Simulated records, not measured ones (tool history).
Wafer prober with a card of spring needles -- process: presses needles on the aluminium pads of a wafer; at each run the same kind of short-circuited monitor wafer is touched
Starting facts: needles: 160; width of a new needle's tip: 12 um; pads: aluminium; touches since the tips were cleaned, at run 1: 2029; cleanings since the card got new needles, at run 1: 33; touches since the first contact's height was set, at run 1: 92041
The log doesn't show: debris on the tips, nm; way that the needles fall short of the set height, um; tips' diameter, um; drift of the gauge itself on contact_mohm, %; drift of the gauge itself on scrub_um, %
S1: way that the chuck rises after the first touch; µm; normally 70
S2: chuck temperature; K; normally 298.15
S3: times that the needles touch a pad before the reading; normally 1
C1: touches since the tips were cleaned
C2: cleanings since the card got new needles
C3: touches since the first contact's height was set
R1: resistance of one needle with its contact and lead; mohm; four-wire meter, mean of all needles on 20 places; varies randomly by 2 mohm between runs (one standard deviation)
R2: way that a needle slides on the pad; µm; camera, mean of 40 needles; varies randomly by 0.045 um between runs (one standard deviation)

run,hour,S1,S2,S3,C1,C2,C3,R1,R2
1,0.0,70,298.15,1,2029,33,92041,212,8.60
# hour 1.4: tips cleaned on abrasive film
2,5.6,58,298.15,1,1754,34,94341,216,7.05
# hour 7.7: tips cleaned on abrasive film
# hour 14.1: tips cleaned on abrasive film
3,14.2,58,298.15,1,19,36,97831,214,7.03
4,18.5,58,298.15,1,1849,36,99661,215,7.08
# hour 20.9: tips cleaned on abrasive film
5,25.2,58,298.15,1,1819,37,102418,215,7.09
# hour 27.3: tips cleaned on abrasive film
6,32.7,58,298.15,1,2251,38,105509,215,7.08
# hour 33.9: tips cleaned on abrasive film
7,39.2,58,298.15,1,2251,39,108192,220,7.10
# hour 40.6: tips cleaned on abrasive film
8,44.1,58,298.15,1,1498,40,110202,214,7.12
# hour 46.8: tips cleaned on abrasive film
9,52.8,58,298.15,1,2505,41,113779,216,7.09
# hour 53.7: tips cleaned on abrasive film
10,57.5,58,298.15,1,1561,42,115683,218,7.11
# hour 60.3: tips cleaned on abrasive film
11,62.4,70,298.15,1,890,43,117714,213,8.55
# hour 66.7: tips cleaned on abrasive film
12,70.3,70,298.15,1,1521,44,120976,212,8.48
# hour 73.1: tips cleaned on abrasive film
13,75.6,70,298.15,1,1045,45,123157,210,8.55
# hour 79.4: tips cleaned on abrasive film
14,82.6,70,298.15,1,1346,46,126025,211,8.50
# hour 85.9: tips cleaned on abrasive film
15,90.0,70,298.15,1,1712,47,129074,210,8.56
# hour 92.3: tips cleaned on abrasive film
16,95.9,70,298.15,1,1515,48,131515,212,8.56
# hour 99.2: tips cleaned on abrasive film
17,102.5,70,298.15,1,1370,49,134215,210,8.51
# hour 105.3: tips cleaned on abrasive film
# hour 111.6: tips cleaned on abrasive film
18,111.6,70,298.15,3,0,51,137955,212,8.61
19,116.1,79,300.15,3,1858,51,139813,212,9.57
# hour 117.9: tips cleaned on abrasive film
20,123.3,60,315.15,2,2259,52,142801,223,7.31
# hour 124.1: tips cleaned on abrasive film
# hour 130.6: tips cleaned on abrasive film
21,132.4,61,355.15,1,768,54,146513,227,7.44
22,136.4,60,309.15,1,2414,54,148159,217,7.32
# hour 137.1: tips cleaned on abrasive film
# hour 143.8: tips cleaned on abrasive film
23,145.1,68,325.15,1,558,56,151730,219,8.33
# hour 150.3: tips cleaned on abrasive film
# hour 152.6: height of the first contact set anew
24,154.4,68,325.15,1,1567,57,757,220,8.31
# hour 156.9: tips cleaned on abrasive film
25,162.4,65,311.15,2,2310,58,4073,220,7.90
# hour 163.3: tips cleaned on abrasive film
# hour 169.6: tips cleaned on abrasive film
26,171.7,86,350.15,2,872,60,7850,223,10.55
27,175.6,72,392.15,2,2504,60,9482,235,8.80
# hour 176.5: tips cleaned on abrasive film
28,181.8,72,337.15,1,2242,61,12055,220,8.72
# hour 182.8: tips cleaned on abrasive film
29,187.4,66,338.15,3,1927,62,14356,222,8.09
# hour 189.5: tips cleaned on abrasive film
30,194.7,56,393.15,2,2145,63,17341,239,6.78
# hour 195.9: tips cleaned on abrasive film
# hour 202.4: tips cleaned on abrasive film
31,203.1,70,393.15,1,296,65,20770,233,8.59
# hour 208.7: tips cleaned on abrasive film
32,211.8,70,393.15,1,1276,66,24378,240,8.65

Across each entry between runs, compare the hidden state at the last listed run before it with the hidden state at the first listed run after it:
In the gap between runs 1 and 2: tips cleaned on abrasive film (hour 1.4)
  nothing in the hidden state changes from one run to the other
In the gap between runs 2 and 3: tips cleaned on abrasive film (hour 7.7); tips cleaned on abrasive film (hour 14.1)
  debris on the tips, nm: 0.5 -> 0.1
In the gap between runs 4 and 5: tips cleaned on abrasive film (hour 20.9)
  nothing in the hidden state changes from one run to the other
In the gap between runs 5 and 6: tips cleaned on abrasive film (hour 27.3)
  debris on the tips, nm: 0.5 -> 0.6
In the gap between runs 6 and 7: tips cleaned on abrasive film (hour 33.9)
  way that the needles fall short of the set height, um: 0.02 -> 0.03
In the gap between runs 7 and 8: tips cleaned on abrasive film (hour 40.6)
  debris on the tips, nm: 0.6 -> 0.5
In the gap between runs 8 and 9: tips cleaned on abrasive film (hour 46.8)
  debris on the tips, nm: 0.5 -> 0.7
In the gap between runs 9 and 10: tips cleaned on abrasive film (hour 53.7)
  debris on the tips, nm: 0.7 -> 0.5
In the gap between runs 10 and 11: tips cleaned on abrasive film (hour 60.3)
  debris on the tips, nm: 0.5 -> 0.3
In the gap between runs 11 and 12: tips cleaned on abrasive film (hour 66.7)
  debris on the tips, nm: 0.3 -> 0.5
In the gap between runs 12 and 13: tips cleaned on abrasive film (hour 73.1)
  debris on the tips, nm: 0.5 -> 0.4
In the gap between runs 13 and 14: tips cleaned on abrasive film (hour 79.4)
  debris on the tips, nm: 0.4 -> 0.5
In the gap between runs 14 and 15: tips cleaned on abrasive film (hour 85.9)
  nothing in the hidden state changes from one run to the other
In the gap between runs 15 and 16: tips cleaned on abrasive film (hour 92.3)
  nothing in the hidden state changes from one run to the other
In the gap between runs 16 and 17: tips cleaned on abrasive film (hour 99.2)
  debris on the tips, nm: 0.5 -> 0.4
In the gap between runs 17 and 18: tips cleaned on abrasive film (hour 105.3); tips cleaned on abrasive film (hour 111.6)
  debris on the tips, nm: 0.4 -> 0
In the gap between runs 19 and 20: tips cleaned on abrasive film (hour 117.9)
  debris on the tips, nm: 0.5 -> 0.6
In the gap between runs 20 and 21: tips cleaned on abrasive film (hour 124.1); tips cleaned on abrasive film (hour 130.6)
  debris on the tips, nm: 0.6 -> 0.3
In the gap between runs 22 and 23: tips cleaned on abrasive film (hour 137.1); tips cleaned on abrasive film (hour 143.8)
  debris on the tips, nm: 0.6 -> 0.2; way that the needles fall short of the set height, um: 0.03 -> 0.04
In the gap between runs 23 and 24: tips cleaned on abrasive film (hour 150.3); height of the first contact set anew (hour 152.6)
  debris on the tips, nm: 0.2 -> 0.5; way that the needles fall short of the set height, um: 0.04 -> 0
In the gap between runs 24 and 25: tips cleaned on abrasive film (hour 156.9)
  debris on the tips, nm: 0.5 -> 0.6
In the gap between runs 25 and 26: tips cleaned on abrasive film (hour 163.3); tips cleaned on abrasive film (hour 169.6)
  debris on the tips, nm: 0.6 -> 0.3
In the gap between runs 27 and 28: tips cleaned on abrasive film (hour 176.5)
  nothing in the hidden state changes from one run to the other
In the gap between runs 28 and 29: tips cleaned on abrasive film (hour 182.8)
  debris on the tips, nm: 0.6 -> 0.5
In the gap between runs 29 and 30: tips cleaned on abrasive film (hour 189.5)
  debris on the tips, nm: 0.5 -> 0.6
In the gap between runs 30 and 31: tips cleaned on abrasive film (hour 195.9); tips cleaned on abrasive film (hour 202.4)
  debris on the tips, nm: 0.6 -> 0.1
In the gap between runs 31 and 32: tips cleaned on abrasive film (hour 208.7)
  debris on the tips, nm: 0.1 -> 0.4; way that the needles fall short of the set height, um: 0 -> 0.01
